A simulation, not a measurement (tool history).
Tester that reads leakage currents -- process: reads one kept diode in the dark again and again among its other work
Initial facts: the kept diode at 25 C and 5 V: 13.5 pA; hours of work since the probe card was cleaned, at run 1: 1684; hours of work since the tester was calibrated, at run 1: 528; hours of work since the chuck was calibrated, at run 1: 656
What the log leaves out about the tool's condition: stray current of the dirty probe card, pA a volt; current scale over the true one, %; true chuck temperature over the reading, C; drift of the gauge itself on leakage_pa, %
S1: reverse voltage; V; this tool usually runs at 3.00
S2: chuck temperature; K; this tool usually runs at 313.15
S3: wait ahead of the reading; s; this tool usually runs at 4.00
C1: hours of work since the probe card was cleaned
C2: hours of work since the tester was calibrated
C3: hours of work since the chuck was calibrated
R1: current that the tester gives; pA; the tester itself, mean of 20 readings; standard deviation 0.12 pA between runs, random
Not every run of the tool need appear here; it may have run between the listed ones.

run	hour	S1	S2	S3	C1	C2	C3	R1
1	0.0	3.00	313.15	4.00	1684	528	656	36.24
# hour 122.3: chuck's temperature calibrated
2	126.6	3.00	313.15	4.00	1750	595	2	36.32
3	298.0	3.00	313.15	4.00	1841	686	93	36.14
4	401.2	3.00	313.15	4.00	1896	740	148	36.13
# hour 449.2: probe card cleaned and baked
5	498.6	3.00	313.15	4.00	26	791	198	36.25
6	634.4	3.00	313.15	4.00	98	863	270	36.14
7	772.9	3.00	313.15	4.00	172	936	344	36.18
8	948.4	3.00	313.15	4.00	265	1030	437	36.20
9	1110.1	3.00	313.15	4.00	351	1115	523	36.24
10	1236.8	3.00	313.15	0.37	418	1183	590	37.56
11	1356.8	3.00	313.15	0.37	482	1246	654	37.19
12	1464.6	3.00	313.15	0.37	539	1304	711	37.35
# hour 1476.5: chuck's temperature calibrated
13	1548.3	3.00	313.15	0.37	583	1347	38	37.31
14	1636.9	2.08	313.15	3.27	630	1394	85	31.80
15	1755.8	2.08	313.15	3.27	693	1457	148	31.59
16	1871.3	2.08	313.15	3.27	754	1519	210	31.63
17	1989.0	2.08	323.15	0.32	817	1581	272	65.79
18	2158.1	13.36	332.15	0.88	907	1671	362	239.38
19	2275.9	13.36	332.15	0.88	969	1734	425	239.56
20	2364.3	13.36	332.15	0.88	1016	1781	472	238.78
21	2448.1	13.36	332.15	0.88	1061	1825	516	240.35
22	2532.5	3.00	296.15	3.15	1106	1870	561	9.68
23	2650.0	3.00	296.15	3.15	1168	1932	623	9.77
24	2737.2	3.00	296.15	3.15	1214	1979	670	9.80
# hour 2824.0: chuck's temperature calibrated
25	2858.2	1.11	305.15	3.25	1277	2042	18	13.70

Each row is a separate what-if for the run after 25, all from the same tool condition, not one after another. Results?
A	3009.9	7.43	326.15	4.00	1358	2122	99	?
B	3009.9	3.00	299.15	3.13	1358	2122	99	?
C	3009.9	1.11	309.15	3.25	1358	2122	99	?
D	3009.9	4.35	330.15	1.66	1358	2122	99	?
E	3009.9	16.85	306.15	4.00	1358	2122	99	?

run	R1
A	128.40
B	12.37
C	18.46
D	138.33
E	41.17
Without the tool's unlogged condition, the same runs would have read:
run	R1
A	128.37
B	12.36
C	18.45
D	138.31
E	41.12
